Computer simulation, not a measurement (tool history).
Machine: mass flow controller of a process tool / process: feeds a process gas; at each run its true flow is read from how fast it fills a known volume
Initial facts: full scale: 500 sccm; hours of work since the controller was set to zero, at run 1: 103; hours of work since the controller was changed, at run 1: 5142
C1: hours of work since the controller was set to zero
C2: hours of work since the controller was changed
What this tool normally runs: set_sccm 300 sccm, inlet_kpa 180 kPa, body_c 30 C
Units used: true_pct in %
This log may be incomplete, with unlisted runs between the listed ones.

Run 1, hour 0.0: usual settings; C1 103; C2 5142. Result: true_pct 94.73 %.
Run 2, hour 153.0: usual settings; C1 223; C2 5261. Result: true_pct 94.55 %.
Run 3, hour 283.6: usual settings but set_sccm 73 sccm; C1 325; C2 5363. Result: true_pct 94.03 %.
Run 4, hour 473.1: usual settings; C1 473; C2 5511. Result: true_pct 94.54 %.
At hour 527.4: controller exchanged for a calibrated one.
Run 5, hour 638.5: usual settings but inlet_kpa 175 kPa; C1 87; C2 87. Result: true_pct 98.49 %.
Run 6, hour 770.4: usual settings but inlet_kpa 175 kPa; C1 190; C2 190. Result: true_pct 98.57 %.
Run 7, hour 991.6: usual settings but inlet_kpa 179 kPa; C1 363; C2 363. Result: true_pct 98.39 %.
Run 8, hour 1141.8: usual settings but inlet_kpa 179 kPa; C1 480; C2 480. Result: true_pct 98.42 %.
Run 9, hour 1402.9: usual settings but inlet_kpa 210 kPa; C1 684; C2 684. Result: true_pct 98.09 %.
Run 10, hour 1556.2: usual settings but inlet_kpa 210 kPa; C1 804; C2 804. Result: true_pct 98.10 %.
Run 11, hour 1784.1: usual settings but inlet_kpa 210 kPa; C1 982; C2 982. Result: true_pct 98.06 %.
Run 12, hour 1929.2: usual settings but inlet_kpa 210 kPa; C1 1095; C2 1095. Result: true_pct 97.92 %.
Run 13, hour 2175.5: usual settings; C1 1288; C2 1288. Result: true_pct 97.91 %.
Run 14, hour 2315.3: usual settings but set_sccm 86 sccm; C1 1397; C2 1397. Result: true_pct 98.01 %.
Run 15, hour 2547.7: usual settings; C1 1579; C2 1579. Result: true_pct 97.66 %.
Run 16, hour 2695.0: usual settings; C1 1694; C2 1694. Result: true_pct 97.73 %.
Run 17, hour 2851.1: usual settings; C1 1816; C2 1816. Result: true_pct 97.66 %.
Run 18, hour 3045.9: usual settings; C1 1968; C2 1968. Result: true_pct 97.59 %.
Run 19, hour 3259.2: usual settings; C1 2135; C2 2135. Result: true_pct 97.39 %.
Run 20, hour 3538.2: usual settings; C1 2353; C2 2353. Result: true_pct 97.47 %.
Run 21, hour 3789.9: usual settings; C1 2549; C2 2549. Result: true_pct 97.30 %.
Run 22, hour 3983.7: usual settings; C1 2701; C2 2701. Result: true_pct 97.15 %.
Run 23, hour 4130.3: usual settings; C1 2815; C2 2815. Result: true_pct 97.22 %.
Run 24, hour 4413.8: usual settings; C1 3037; C2 3037. Result: true_pct 96.93 %.
Run 25, hour 4702.8: usual settings but set_sccm 335 sccm, inlet_kpa 265 kPa, body_c 32 C; C1 3263; C2 3263. Result: true_pct 96.25 %.
Run 26, hour 4935.3: usual settings but set_sccm 93 sccm, inlet_kpa 160 kPa, body_c 22 C; C1 3444; C2 3444. Result: true_pct 98.93 %.
Run 27, hour 5199.6: usual settings but set_sccm 157 sccm, inlet_kpa 189 kPa; C1 3651; C2 3651. Result: true_pct 97.01 %.
At hour 5214.3: controller's zero set anew.
Run 28, hour 5480.2: usual settings but set_sccm 144 sccm, inlet_kpa 213 kPa, body_c 34 C; C1 208; C2 3870. Result: true_pct 97.59 %.
Run 29, hour 5773.2: usual settings but set_sccm 144 sccm, inlet_kpa 213 kPa, body_c 34 C; C1 437; C2 4099. Result: true_pct 97.62 %.
Run 30, hour 6015.0: usual settings but set_sccm 78 sccm, body_c 21 C; C1 626; C2 4287. Result: true_pct 101.79 %.
Run 31, hour 6240.9: usual settings but set_sccm 75 sccm, inlet_kpa 149 kPa, body_c 21 C; C1 802; C2 4464. Result: true_pct 102.42 %.
Run 32, hour 6427.0: usual settings but set_sccm 75 sccm, inlet_kpa 149 kPa, body_c 26 C; C1 948; C2 4609. Result: true_pct 101.77 %.
At hour 6466.0: controller's zero set anew, once more.
Run 33, hour 6702.0: usual settings but set_sccm 127 sccm, inlet_kpa 248 kPa; C1 184; C2 4824. Result: true_pct 93.62 %.
Run 34, hour 6887.2: usual settings but set_sccm 127 sccm, inlet_kpa 248 kPa; C1 329; C2 4969. Result: true_pct 93.73 %.
Run 35, hour 7160.2: usual settings but set_sccm 102 sccm, inlet_kpa 266 kPa, body_c 24 C; C1 542; C2 5182. Result: true_pct 94.24 %.
Run 36, hour 7355.5: usual settings but set_sccm 102 sccm, inlet_kpa 266 kPa, body_c 24 C; C1 695; C2 5335. Result: true_pct 94.33 %.
Run 37, hour 7555.3: usual settings but set_sccm 65 sccm, body_c 36 C; C1 851; C2 5491. Result: true_pct 93.67 %.
At hour 7635.1: controller exchanged for a calibrated one.
Run 38, hour 7698.1: usual settings but set_sccm 64 sccm, inlet_kpa 205 kPa; C1 49; C2 49. Result: true_pct 97.86 %.
Run 39, hour 7970.0: usual settings but set_sccm 99 sccm, body_c 39 C; C1 262; C2 262. Result: true_pct 97.22 %.
Run 40, hour 8090.9: usual settings but set_sccm 498 sccm, body_c 38 C; C1 356; C2 356. Result: true_pct 98.66 %.
Run 41, hour 8268.2: usual settings but set_sccm 333 sccm, inlet_kpa 181 kPa, body_c 25 C; C1 495; C2 495. Result: true_pct 99.12 %.
Run 42, hour 8402.3: usual settings but set_sccm 154 sccm, inlet_kpa 179 kPa; C1 600; C2 600. Result: true_pct 98.00 %.
Run 43, hour 8565.2: usual settings but set_sccm 154 sccm, inlet_kpa 179 kPa; C1 727; C2 727. Result: true_pct 97.98 %.
Run 44, hour 8792.9: usual settings but set_sccm 92 sccm, inlet_kpa 260 kPa, body_c 32 C; C1 905; C2 905. Result: true_pct 97.65 %.
Run 45, hour 9040.2: usual settings but inlet_kpa 222 kPa, body_c 34 C; C1 1098; C2 1098. Result: true_pct 97.72 %.
Run 46, hour 9250.3: usual settings but set_sccm 132 sccm, inlet_kpa 232 kPa; C1 1262; C2 1262. Result: true_pct 97.75 %.
Run 47, hour 9458.5: usual settings but inlet_kpa 152 kPa, body_c 22 C; C1 1425; C2 1425. Result: true_pct 98.97 %.
Run 48, hour 9721.2: usual settings but inlet_kpa 152 kPa, body_c 22 C; C1 1630; C2 1630. Result: true_pct 98.81 %.

The logged runs with the hidden state left out (each run's random variation unchanged):
What the log doesn't record here: flow at rest that the sensor doesn't see, % of full scale; true flow over the shown one, %; drift of the gauge itself on true_pct, %.
run  true_pct
  1     98.82
  2     98.71
  3     97.86
  4     98.82
  5     98.64
  6     98.78
  7     98.70
  8     98.79
  9     98.58
 10     98.66
 11     98.71
 12     98.65
 13     98.73
 14     97.83
 15     98.62
 16     98.76
 17     98.75
 18     98.76
 19     98.65
 20     98.86
 21     98.81
 22     98.73
 23     98.86
 24     98.68
 25     98.22
 26     98.68
 27     98.13
 28     97.45
 29     97.53
 30     98.64
 31     98.94
 32     98.25
 33     97.58
 34     97.71
 35     98.16
 36     98.24
 37     97.11
 38     97.60
 39     97.04
 40     98.86
 41     99.34
 42     98.04
 43     98.06
 44     97.36
 45     98.23
 46     97.83
 47     99.67
 48     99.63
